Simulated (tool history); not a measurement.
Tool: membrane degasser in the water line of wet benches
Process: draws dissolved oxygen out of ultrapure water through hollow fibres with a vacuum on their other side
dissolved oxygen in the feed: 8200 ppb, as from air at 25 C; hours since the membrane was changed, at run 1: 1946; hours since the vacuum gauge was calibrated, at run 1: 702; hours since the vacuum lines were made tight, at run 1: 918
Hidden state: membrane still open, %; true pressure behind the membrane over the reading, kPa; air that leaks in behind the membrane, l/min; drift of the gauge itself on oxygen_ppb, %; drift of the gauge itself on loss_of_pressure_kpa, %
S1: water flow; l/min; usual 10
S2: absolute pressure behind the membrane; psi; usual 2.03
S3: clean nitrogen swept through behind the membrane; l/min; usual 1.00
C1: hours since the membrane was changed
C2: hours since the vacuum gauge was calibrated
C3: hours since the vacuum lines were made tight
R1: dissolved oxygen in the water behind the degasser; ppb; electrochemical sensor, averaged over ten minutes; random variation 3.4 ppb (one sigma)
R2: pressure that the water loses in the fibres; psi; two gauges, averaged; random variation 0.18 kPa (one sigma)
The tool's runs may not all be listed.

run 1 hour=0.0 | S1=10 S2=2.03 S3=1.00 | C1=1946 C2=702 C3=918 | R1=335.7 R2=4.720
run 2 hour=110.6 | S1=10 S2=2.03 S3=1.00 | C1=2057 C2=813 C3=1029 | R1=343.9 R2=4.689
run 3 hour=176.0 | S1=10 S2=2.03 S3=1.54 | C1=2122 C2=878 C3=1094 | R1=257.0 R2=4.651
run 4 hour=262.7 | S1=13 S2=2.03 S3=1.00 | C1=2209 C2=965 C3=1181 | R1=530.4 R2=6.109
run 5 hour=395.3 | S1=10 S2=2.03 S3=2.49 | C1=2341 C2=1097 C3=1313 | R1=197.9 R2=4.699
run 6 hour=512.9 | S1=10 S2=2.03 S3=2.49 | C1=2459 C2=1215 C3=1431 | R1=197.6 R2=4.738
run 7 hour=569.4 | S1=7 S2=2.03 S3=1.00 | C1=2515 C2=1271 C3=1488 | R1=206.0 R2=3.330
run 8 hour=667.1 | S1=10 S2=2.03 S3=1.00 | C1=2613 C2=1369 C3=1585 | R1=337.6 R2=4.680
run 9 hour=761.2 | S1=10 S2=2.03 S3=1.00 | C1=2707 C2=1463 C3=1679 | R1=343.9 R2=4.743
run 10 hour=832.6 | S1=10 S2=2.03 S3=1.00 | C1=2779 C2=1535 C3=1751 | R1=342.5 R2=4.762
run 11 hour=971.2 | S1=10 S2=2.03 S3=1.00 | C1=2917 C2=1673 C3=1889 | R1=341.9 R2=4.776
run 12 hour=1109.3 | S1=10 S2=2.03 S3=1.00 | C1=3055 C2=1811 C3=2027 | R1=345.8 R2=4.728
run 13 hour=1207.3 | S1=10 S2=1.64 S3=1.00 | C1=3153 C2=1909 C3=2125 | R1=282.6 R2=4.734
run 14 hour=1295.5 | S1=10 S2=1.64 S3=1.00 | C1=3242 C2=1997 C3=2214 | R1=281.5 R2=4.721
run 15 hour=1394.4 | S1=11 S2=1.64 S3=1.00 | C1=3340 C2=2096 C3=2313 | R1=335.8 R2=5.239
run 16 hour=1489.0 | S1=10 S2=2.03 S3=2.80 | C1=3435 C2=2191 C3=2407 | R1=190.3 R2=4.728
run 17 hour=1590.9 | S1=10 S2=2.03 S3=2.80 | C1=3537 C2=2293 C3=2509 | R1=190.9 R2=4.717
run 18 hour=1728.4 | S1=6 S2=1.65 S3=0.93 | C1=3674 C2=2430 C3=2647 | R1=140.7 R2=2.879
run 19 hour=1838.0 | S1=6 S2=1.68 S3=1.61 | C1=3784 C2=2540 C3=2756 | R1=91.6 R2=2.820
run 20 hour=1898.0 | S1=10 S2=2.03 S3=0.43 | C1=3844 C2=2600 C3=2816 | R1=612.4 R2=4.776
run 21 hour=2018.9 | S1=12 S2=2.13 S3=2.36 | C1=3965 C2=2721 C3=2937 | R1=314.9 R2=5.712
run 22 hour=2135.1 | S1=6 S2=2.81 S3=0.42 | C1=4081 C2=2837 C3=3053 | R1=521.4 R2=2.843
run 23 hour=2220.5 | S1=14 S2=1.87 S3=1.50 | C1=4167 C2=2923 C3=3139 | R1=469.8 R2=6.633
run 24 hour=2330.1 | S1=14 S2=3.70 S3=0.96 | C1=4276 C2=3032 C3=3248 | R1=928.8 R2=6.646
run 25 hour=2449.6 | S1=14 S2=3.70 S3=0.96 | C1=4396 C2=3152 C3=3368 | R1=928.1 R2=6.662
run 26 hour=2536.6 | S1=14 S2=3.70 S3=0.96 | C1=4483 C2=3239 C3=3455 | R1=918.8 R2=6.614
run 27 hour=2657.1 | S1=7 S2=2.03 S3=1.00 | C1=4603 C2=3359 C3=3575 | R1=207.3 R2=3.297
run 28 hour=2791.2 | S1=7 S2=5.02 S3=1.13 | C1=4737 C2=3493 C3=3709 | R1=490.0 R2=3.361
run 29 hour=2878.4 | S1=7 S2=5.02 S3=1.81 | C1=4824 C2=3580 C3=3797 | R1=323.2 R2=3.326

Run 30 comes next. What will it give?
run 30 hour=2992.8 | S1=7 S2=3.10 S3=1.81 | C1=4939 C2=3695 C3=3911 | R1=? R2=?

R1: 201.3 ppb
R2: 3.327 psi
Without the tool's hidden state the same run would have given R1 191.8 ppb, R2 3.275 psi.
